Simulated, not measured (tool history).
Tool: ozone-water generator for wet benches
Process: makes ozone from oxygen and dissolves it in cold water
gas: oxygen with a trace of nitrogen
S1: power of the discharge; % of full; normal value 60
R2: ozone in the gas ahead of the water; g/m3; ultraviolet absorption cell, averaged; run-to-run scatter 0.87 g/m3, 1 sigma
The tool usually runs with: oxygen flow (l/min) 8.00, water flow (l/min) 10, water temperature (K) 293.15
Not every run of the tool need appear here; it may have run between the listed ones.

run 1 day=0.000 | S1=60 oxygen_flow_(l/min)=8.00 water_flow_(l/min)=10 water_temperature_(K)=293.15 | dissolved_ozone_(ppm)=19.6 R2=142.7
run 2 day=0.729 | S1=60 oxygen_flow_(l/min)=8.00 water_flow_(l/min)=10 water_temperature_(K)=293.15 | dissolved_ozone_(ppm)=20.0 R2=142.7
run 3 day=1.358 | S1=60 oxygen_flow_(l/min)=8.00 water_flow_(l/min)=10 water_temperature_(K)=293.15 | dissolved_ozone_(ppm)=19.5 R2=142.0
run 4 day=2.121 | S1=60 oxygen_flow_(l/min)=8.00 water_flow_(l/min)=10 water_temperature_(K)=293.15 | dissolved_ozone_(ppm)=19.7 R2=143.0
run 5 day=2.671 | S1=60 oxygen_flow_(l/min)=8.00 water_flow_(l/min)=7 water_temperature_(K)=293.15 | dissolved_ozone_(ppm)=25.0 R2=142.4
run 6 day=3.467 | S1=80 oxygen_flow_(l/min)=8.00 water_flow_(l/min)=10 water_temperature_(K)=293.15 | dissolved_ozone_(ppm)=24.9 R2=179.9
run 7 day=4.275 | S1=80 oxygen_flow_(l/min)=8.00 water_flow_(l/min)=10 water_temperature_(K)=293.15 | dissolved_ozone_(ppm)=24.8 R2=178.3
run 8 day=5.108 | S1=80 oxygen_flow_(l/min)=8.00 water_flow_(l/min)=10 water_temperature_(K)=293.15 | dissolved_ozone_(ppm)=24.8 R2=179.5
run 9 day=6.250 | S1=80 oxygen_flow_(l/min)=8.00 water_flow_(l/min)=10 water_temperature_(K)=293.15 | dissolved_ozone_(ppm)=24.6 R2=180.3
run 10 day=7.350 | S1=69 oxygen_flow_(l/min)=8.00 water_flow_(l/min)=10 water_temperature_(K)=293.15 | dissolved_ozone_(ppm)=22.1 R2=159.3
run 11 day=8.592 | S1=69 oxygen_flow_(l/min)=8.00 water_flow_(l/min)=10 water_temperature_(K)=293.15 | dissolved_ozone_(ppm)=22.2 R2=159.4
run 12 day=9.608 | S1=69 oxygen_flow_(l/min)=8.00 water_flow_(l/min)=10 water_temperature_(K)=293.15 | dissolved_ozone_(ppm)=22.2 R2=159.4
run 13 day=10.867 | S1=60 oxygen_flow_(l/min)=8.00 water_flow_(l/min)=10 water_temperature_(K)=293.15 | dissolved_ozone_(ppm)=19.8 R2=143.0
run 14 day=11.875 | S1=60 oxygen_flow_(l/min)=4.59 water_flow_(l/min)=10 water_temperature_(K)=293.15 | dissolved_ozone_(ppm)=19.6 R2=171.5
run 15 day=12.433 | S1=60 oxygen_flow_(l/min)=4.59 water_flow_(l/min)=10 water_temperature_(K)=293.15 | dissolved_ozone_(ppm)=19.9 R2=171.7
run 16 day=13.358 | S1=60 oxygen_flow_(l/min)=4.59 water_flow_(l/min)=11 water_temperature_(K)=292.15 | dissolved_ozone_(ppm)=18.1 R2=171.8
run 17 day=14.062 | S1=60 oxygen_flow_(l/min)=4.59 water_flow_(l/min)=12 water_temperature_(K)=299.15 | dissolved_ozone_(ppm)=14.8 R2=170.1
run 18 day=15.100 | S1=93 oxygen_flow_(l/min)=4.50 water_flow_(l/min)=12 water_temperature_(K)=293.15 | dissolved_ozone_(ppm)=23.5 R2=244.1
run 19 day=16.133 | S1=93 oxygen_flow_(l/min)=4.50 water_flow_(l/min)=12 water_temperature_(K)=293.15 | dissolved_ozone_(ppm)=23.6 R2=246.3
run 20 day=16.733 | S1=60 oxygen_flow_(l/min)=8.00 water_flow_(l/min)=14 water_temperature_(K)=293.15 | dissolved_ozone_(ppm)=15.0 R2=143.6
run 21 day=17.908 | S1=60 oxygen_flow_(l/min)=5.74 water_flow_(l/min)=14 water_temperature_(K)=293.15 | dissolved_ozone_(ppm)=14.9 R2=159.4
run 22 day=19.142 | S1=60 oxygen_flow_(l/min)=5.74 water_flow_(l/min)=14 water_temperature_(K)=293.15 | dissolved_ozone_(ppm)=14.7 R2=160.3
run 23 day=20.029 | S1=60 oxygen_flow_(l/min)=5.74 water_flow_(l/min)=14 water_temperature_(K)=289.15 | dissolved_ozone_(ppm)=15.7 R2=159.5

Predict the results of run 24:
run 24 day=21.329 | S1=95 oxygen_flow_(l/min)=5.74 water_flow_(l/min)=14 water_temperature_(K)=289.15 | dissolved_ozone_(ppm)=? R2=?

Run 24 came out at dissolved ozone (ppm) 22.9, R2 230.1 g/m3.
On a tool with no hidden condition, and with the same random variation, this run would have come out at dissolved ozone (ppm) 22.9, R2 230.1 g/m3.
